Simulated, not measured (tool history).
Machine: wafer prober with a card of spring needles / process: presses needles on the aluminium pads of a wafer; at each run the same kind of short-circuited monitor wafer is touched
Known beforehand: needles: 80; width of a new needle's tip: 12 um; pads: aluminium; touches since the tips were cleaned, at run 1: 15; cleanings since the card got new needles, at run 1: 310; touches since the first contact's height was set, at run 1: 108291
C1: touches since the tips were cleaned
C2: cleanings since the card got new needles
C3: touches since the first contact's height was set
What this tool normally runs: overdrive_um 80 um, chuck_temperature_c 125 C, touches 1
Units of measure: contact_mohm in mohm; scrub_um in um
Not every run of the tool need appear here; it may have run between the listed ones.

Run 1, hour 0: usual settings; C1 15; C2 310; C3 108291. Result: contact_mohm 273 mohm, scrub_um 18.62 um.
At hour 6.9: tips cleaned on abrasive film.
At hour 15.6: tips cleaned on abrasive film.
At hour 22.5: tips cleaned on abrasive film.
At hour 29.5: tips cleaned on abrasive film.
At hour 36.4: tips cleaned on abrasive film.
At hour 43.4: tips cleaned on abrasive film.
At hour 52: tips cleaned on abrasive film.
At hour 59: height of the first contact set anew.
Run 2, hour 59: usual settings but touches 3; C1 3333; C2 317; C3 0. Result: contact_mohm 307 mohm, scrub_um 18.2 um.
At hour 60.9: tips cleaned on abrasive film.
At hour 69.5: tips cleaned on abrasive film.
At hour 76.4: tips cleaned on abrasive film.
At hour 85.1: tips cleaned on abrasive film.
At hour 92: tips cleaned on abrasive film.
Run 3, hour 98: usual settings but touches 3; C1 2948; C2 322; C3 19020. Result: contact_mohm 303 mohm, scrub_um 18.16 um.
At hour 99.8: tips cleaned on abrasive film.
At hour 106.7: tips cleaned on abrasive film.
At hour 113.7: tips cleaned on abrasive film.
At hour 122.3: tips cleaned on abrasive film.
At hour 131: tips cleaned on abrasive film.
At hour 139.6: tips cleaned on abrasive film.
Run 4, hour 144.6: usual settings; C1 2448; C2 328; C3 41770. Result: contact_mohm 368 mohm, scrub_um 17.83 um.
At hour 148.1: tips cleaned on abrasive film.
At hour 156.8: tips cleaned on abrasive film.
At hour 165.4: tips cleaned on abrasive film.
At hour 174.1: tips cleaned on abrasive film.
At hour 181: tips cleaned on abrasive film.
At hour 189.7: tips cleaned on abrasive film.
At hour 196.6: tips cleaned on abrasive film.
Run 5, hour 199.2: usual settings; C1 1276; C2 335; C3 68424. Result: contact_mohm 330 mohm, scrub_um 17.61 um.
At hour 204.4: tips cleaned on abrasive film.
At hour 211.3: tips cleaned on abrasive film.
At hour 220: tips cleaned on abrasive film.
At hour 226.9: tips cleaned on abrasive film.
At hour 235.6: tips cleaned on abrasive film.
At hour 242.5: tips cleaned on abrasive film.
At hour 251.2: tips cleaned on abrasive film.
Run 6, hour 251.5: usual settings but overdrive_um 74 um; C1 163; C2 342; C3 93964. Result: contact_mohm 290 mohm, scrub_um 16.23 um.
At hour 258.4: tips cleaned on abrasive film.
At hour 265.4: tips cleaned on abrasive film.
At hour 274: tips cleaned on abrasive film.
At hour 281: tips cleaned on abrasive film.
At hour 287.9: tips cleaned on abrasive film.
Run 7, hour 290.3: usual settings but overdrive_um 74 um; C1 1177; C2 347; C3 112901. Result: contact_mohm 351 mohm, scrub_um 15.8 um.
At hour 295.5: tips cleaned on abrasive film.
At hour 304.2: tips cleaned on abrasive film.
At hour 311.1: tips cleaned on abrasive film.
Run 8, hour 317.7: usual settings but overdrive_um 74 um; C1 3248; C2 350; C3 126301. Result: contact_mohm 430 mohm, scrub_um 15.71 um.
At hour 319.5: tips cleaned on abrasive film.
At hour 328.1: tips cleaned on abrasive film.
At hour 336.8: tips cleaned on abrasive film.
At hour 338.8: height of the first contact set anew.
At hour 344: tips cleaned on abrasive film.
At hour 351: tips cleaned on abrasive film.
At hour 357.9: tips cleaned on abrasive film.
At hour 366.6: tips cleaned on abrasive film.
At hour 373.5: tips cleaned on abrasive film.
Run 9, hour 375.9: usual settings but overdrive_um 60 um, chuck_temperature_c 50 C; C1 1172; C2 358; C3 18090. Result: contact_mohm 361 mohm, scrub_um 14.27 um.
At hour 381.1: tips cleaned on abrasive film.
At hour 389.8: tips cleaned on abrasive film.
At hour 398.4: tips cleaned on abrasive film.
At hour 400.4: height of the first contact set anew, once more.
At hour 405.6: tips cleaned on abrasive film.
At hour 414.3: tips cleaned on abrasive film.
At hour 421.2: tips cleaned on abrasive film.
Run 10, hour 423.6: usual settings but overdrive_um 76 um; C1 1184; C2 364; C3 11335. Result: contact_mohm 335 mohm, scrub_um 18.4 um.
At hour 428.9: tips cleaned on abrasive film.
At hour 437.5: tips cleaned on abrasive film.
At hour 446.2: tips cleaned on abrasive film.
Run 11, hour 452: usual settings but chuck_temperature_c 43 C, touches 3; C1 2897; C2 367; C3 25229. Result: contact_mohm 289 mohm, scrub_um 19.48 um.
At hour 453.8: tips cleaned on abrasive film.
At hour 460.8: tips cleaned on abrasive film.
At hour 469.4: tips cleaned on abrasive film.
At hour 478.1: tips cleaned on abrasive film.
At hour 485: tips cleaned on abrasive film.
At hour 492: tips cleaned on abrasive film.
At hour 500.6: tips cleaned on abrasive film.
Run 12, hour 507.3: usual settings but overdrive_um 81 um; C1 3332; C2 374; C3 52247. Result: contact_mohm 376 mohm, scrub_um 19.32 um.
At hour 509.2: tips cleaned on abrasive film.
At hour 516.1: tips cleaned on abrasive film.
At hour 524.7: tips cleaned on abrasive film.
At hour 533.4: tips cleaned on abrasive film.
At hour 540.3: tips cleaned on abrasive film.
At hour 549: tips cleaned on abrasive film.
Run 13, hour 552.7: usual settings but chuck_temperature_c 26 C, touches 2; C1 1838; C2 380; C3 74387. Result: contact_mohm 296 mohm, scrub_um 18.97 um.
At hour 556.2: tips cleaned on abrasive film.
At hour 563.2: tips cleaned on abrasive film.
At hour 571.8: tips cleaned on abrasive film.
At hour 578.8: tips cleaned on abrasive film.
At hour 585.7: tips cleaned on abrasive film.
At hour 594.3: tips cleaned on abrasive film.
At hour 601.3: tips cleaned on abrasive film.
At hour 608.2: tips cleaned on abrasive film.
At hour 615.9: tips cleaned on abrasive film.
Run 14, hour 615.9: usual settings but chuck_temperature_c 26 C, touches 2; C1 0; C2 389; C3 105187. Result: contact_mohm 245 mohm, scrub_um 18.51 um.
At hour 622.8: tips cleaned on abrasive film.
At hour 629.7: tips cleaned on abrasive film.
At hour 636.7: tips cleaned on abrasive film.
At hour 645.3: tips cleaned on abrasive film.
At hour 654: tips cleaned on abrasive film.
At hour 660.9: tips cleaned on abrasive film.
At hour 669.6: tips cleaned on abrasive film.
At hour 678.2: tips cleaned on abrasive film.
Run 15, hour 679.3: usual settings but overdrive_um 63 um; C1 551; C2 397; C3 136192. Result: contact_mohm 350 mohm, scrub_um 14.39 um.

Predict each of these 4 candidate next runs independently; none follows another, all start after run 15:
At hour 681.4: height of the first contact set anew.
At hour 686.6: tips cleaned on abrasive film.
At hour 695.2: tips cleaned on abrasive film.
At hour 703.9: tips cleaned on abrasive film.
At hour 710.8: tips cleaned on abrasive film.
Run A, hour 715.5: usual settings but overdrive_um 63 um, chuck_temperature_c 55 C; C1 2295; C2 401; C3 16676. Result: contact_mohm ?, scrub_um ?.
At hour 681.4: height of the first contact set anew.
At hour 686.6: tips cleaned on abrasive film.
At hour 695.2: tips cleaned on abrasive film.
At hour 703.9: tips cleaned on abrasive film.
At hour 710.8: tips cleaned on abrasive film.
Run B, hour 715.5: usual settings but overdrive_um 63 um, touches 2; C1 2295; C2 401; C3 16676. Result: contact_mohm ?, scrub_um ?.
At hour 681.4: height of the first contact set anew.
At hour 686.6: tips cleaned on abrasive film.
At hour 695.2: tips cleaned on abrasive film.
At hour 703.9: tips cleaned on abrasive film.
At hour 710.8: tips cleaned on abrasive film.
Run C, hour 715.5: usual settings but overdrive_um 74 um, touches 2; C1 2295; C2 401; C3 16676. Result: contact_mohm ?, scrub_um ?.
At hour 681.4: height of the first contact set anew.
At hour 686.6: tips cleaned on abrasive film.
At hour 695.2: tips cleaned on abrasive film.
At hour 703.9: tips cleaned on abrasive film.
At hour 710.8: tips cleaned on abrasive film.
Run D, hour 715.5: usual settings but overdrive_um 84 um, chuck_temperature_c 90 C; C1 2295; C2 401; C3 16676. Result: contact_mohm ?, scrub_um ?.

run  contact_mohm  scrub_um
  A           410     15.18
  B           362     15.14
  C           335     17.81
  D           344     20.42
Without the tool's hidden state the same runs would have given:
run  contact_mohm  scrub_um
  A           233     15.28
  B           255     15.24
  C           254     17.91
  D           241     20.52

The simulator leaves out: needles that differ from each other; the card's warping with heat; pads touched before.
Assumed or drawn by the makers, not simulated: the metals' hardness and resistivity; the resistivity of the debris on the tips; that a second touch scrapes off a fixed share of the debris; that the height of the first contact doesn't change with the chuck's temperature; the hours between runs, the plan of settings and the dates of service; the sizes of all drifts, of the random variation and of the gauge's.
